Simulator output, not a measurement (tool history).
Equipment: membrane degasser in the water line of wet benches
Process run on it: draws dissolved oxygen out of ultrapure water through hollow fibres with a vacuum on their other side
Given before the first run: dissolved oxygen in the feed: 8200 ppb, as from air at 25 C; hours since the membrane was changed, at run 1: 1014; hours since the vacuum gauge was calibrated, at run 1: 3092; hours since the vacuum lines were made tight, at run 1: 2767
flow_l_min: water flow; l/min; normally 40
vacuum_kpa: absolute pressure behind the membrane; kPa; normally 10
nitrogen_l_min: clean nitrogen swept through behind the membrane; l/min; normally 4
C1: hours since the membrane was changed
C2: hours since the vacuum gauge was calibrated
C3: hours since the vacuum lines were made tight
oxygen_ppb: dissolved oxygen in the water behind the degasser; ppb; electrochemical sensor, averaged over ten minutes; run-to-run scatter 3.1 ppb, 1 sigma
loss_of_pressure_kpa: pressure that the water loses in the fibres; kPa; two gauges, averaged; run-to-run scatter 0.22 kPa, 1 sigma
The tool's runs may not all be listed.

{"run": 1, "hour": 0.0, "flow_l_min": 40, "vacuum_kpa": 10, "nitrogen_l_min": 4, "C1": 1014, "C2": 3092, "C3": 2767, "oxygen_ppb": 308.5, "loss_of_pressure_kpa": 51.74}
{"run": 2, "hour": 114.6, "flow_l_min": 40, "vacuum_kpa": 10, "nitrogen_l_min": 4, "C1": 1129, "C2": 3207, "C3": 2882, "oxygen_ppb": 309.3, "loss_of_pressure_kpa": 51.76}
{"run": 3, "hour": 232.2, "flow_l_min": 40, "vacuum_kpa": 10, "nitrogen_l_min": 4, "C1": 1246, "C2": 3324, "C3": 3000, "oxygen_ppb": 311.1, "loss_of_pressure_kpa": 51.89}
{"run": 4, "hour": 291.2, "flow_l_min": 40, "vacuum_kpa": 13.3, "nitrogen_l_min": 4, "C1": 1305, "C2": 3383, "C3": 3059, "oxygen_ppb": 380.6, "loss_of_pressure_kpa": 51.51}
{"run": 5, "hour": 367.6, "flow_l_min": 40, "vacuum_kpa": 19, "nitrogen_l_min": 4, "C1": 1382, "C2": 3460, "C3": 3135, "oxygen_ppb": 520.9, "loss_of_pressure_kpa": 51.41}
{"run": 6, "hour": 435.3, "flow_l_min": 40, "vacuum_kpa": 10, "nitrogen_l_min": 4, "C1": 1450, "C2": 3527, "C3": 3203, "oxygen_ppb": 312.7, "loss_of_pressure_kpa": 52.09}
{"run": 7, "hour": 497.2, "flow_l_min": 40, "vacuum_kpa": 10, "nitrogen_l_min": 4, "C1": 1511, "C2": 3589, "C3": 3264, "oxygen_ppb": 321, "loss_of_pressure_kpa": 51.9}
{"run": 8, "hour": 608.1, "flow_l_min": 40, "vacuum_kpa": 10, "nitrogen_l_min": 4, "C1": 1622, "C2": 3700, "C3": 3375, "oxygen_ppb": 313.9, "loss_of_pressure_kpa": 52.09}
{"hour": 630.1, "done": "vacuum gauge calibrated"}
{"run": 9, "hour": 669.9, "flow_l_min": 40, "vacuum_kpa": 6.9, "nitrogen_l_min": 4, "C1": 1684, "C2": 40, "C3": 3437, "oxygen_ppb": 247.2, "loss_of_pressure_kpa": 51.77}
{"run": 10, "hour": 726.3, "flow_l_min": 31, "vacuum_kpa": 6.9, "nitrogen_l_min": 4, "C1": 1740, "C2": 96, "C3": 3493, "oxygen_ppb": 156.4, "loss_of_pressure_kpa": 40.32}
{"run": 11, "hour": 785.5, "flow_l_min": 63, "vacuum_kpa": 10, "nitrogen_l_min": 4, "C1": 1799, "C2": 155, "C3": 3552, "oxygen_ppb": 596.8, "loss_of_pressure_kpa": 81.42}
{"run": 12, "hour": 850.7, "flow_l_min": 24, "vacuum_kpa": 10, "nitrogen_l_min": 4, "C1": 1864, "C2": 221, "C3": 3617, "oxygen_ppb": 140.6, "loss_of_pressure_kpa": 31.27}
{"run": 13, "hour": 963.2, "flow_l_min": 24, "vacuum_kpa": 10, "nitrogen_l_min": 4, "C1": 1977, "C2": 333, "C3": 3730, "oxygen_ppb": 139.3, "loss_of_pressure_kpa": 31.5}
{"run": 14, "hour": 1060.5, "flow_l_min": 24, "vacuum_kpa": 10, "nitrogen_l_min": 4, "C1": 2074, "C2": 430, "C3": 3827, "oxygen_ppb": 141.2, "loss_of_pressure_kpa": 31.14}
{"hour": 1101.4, "done": "seals of the vacuum lines changed"}
{"run": 15, "hour": 1178.8, "flow_l_min": 24, "vacuum_kpa": 10, "nitrogen_l_min": 4, "C1": 2191, "C2": 547, "C3": 77, "oxygen_ppb": 140.1, "loss_of_pressure_kpa": 31.23}
{"run": 16, "hour": 1254.3, "flow_l_min": 39, "vacuum_kpa": 9.8, "nitrogen_l_min": 4, "C1": 2266, "C2": 622, "C3": 153, "oxygen_ppb": 296.7, "loss_of_pressure_kpa": 50.82}
{"run": 17, "hour": 1352.5, "flow_l_min": 39, "vacuum_kpa": 9.8, "nitrogen_l_min": 4, "C1": 2364, "C2": 720, "C3": 251, "oxygen_ppb": 300.2, "loss_of_pressure_kpa": 50.49}
{"run": 18, "hour": 1422.1, "flow_l_min": 29, "vacuum_kpa": 9.8, "nitrogen_l_min": 3.01, "C1": 2434, "C2": 790, "C3": 321, "oxygen_ppb": 216.2, "loss_of_pressure_kpa": 38.11}
{"run": 19, "hour": 1475.5, "flow_l_min": 40, "vacuum_kpa": 10, "nitrogen_l_min": 2.11, "C1": 2487, "C2": 843, "C3": 374, "oxygen_ppb": 422.9, "loss_of_pressure_kpa": 51.83}
{"run": 20, "hour": 1579.5, "flow_l_min": 29, "vacuum_kpa": 9.2, "nitrogen_l_min": 9.12, "C1": 2591, "C2": 947, "C3": 478, "oxygen_ppb": 122.9, "loss_of_pressure_kpa": 37.99}
{"run": 21, "hour": 1646.1, "flow_l_min": 29, "vacuum_kpa": 9.2, "nitrogen_l_min": 9.12, "C1": 2658, "C2": 1014, "C3": 545, "oxygen_ppb": 121.6, "loss_of_pressure_kpa": 37.86}

3 ways to go on from here, each from the tool as it stands after run 21. What would each give?
{"run": "A", "hour": 1737.9, "flow_l_min": 40, "vacuum_kpa": 10, "nitrogen_l_min": 3.77, "C1": 2750, "C2": 1106, "C3": 636, "oxygen_ppb": "?", "loss_of_pressure_kpa": "?"}
{"run": "B", "hour": 1737.9, "flow_l_min": 29, "vacuum_kpa": 11.9, "nitrogen_l_min": 10.24, "C1": 2750, "C2": 1106, "C3": 636, "oxygen_ppb": "?", "loss_of_pressure_kpa": "?"}
{"run": "C", "hour": 1737.9, "flow_l_min": 52, "vacuum_kpa": 22.8, "nitrogen_l_min": 8.78, "C1": 2750, "C2": 1106, "C3": 636, "oxygen_ppb": "?", "loss_of_pressure_kpa": "?"}

run=A oxygen_ppb=315.6 loss_of_pressure_kpa=51.74
run=B oxygen_ppb=134.1 loss_of_pressure_kpa=37.95
run=C oxygen_ppb=536.7 loss_of_pressure_kpa=68.07
With no hidden state in the tool, these same runs would have given:
run=A oxygen_ppb=315 loss_of_pressure_kpa=51.7
run=B oxygen_ppb=133.8 loss_of_pressure_kpa=37.92
run=C oxygen_ppb=536 loss_of_pressure_kpa=68.02
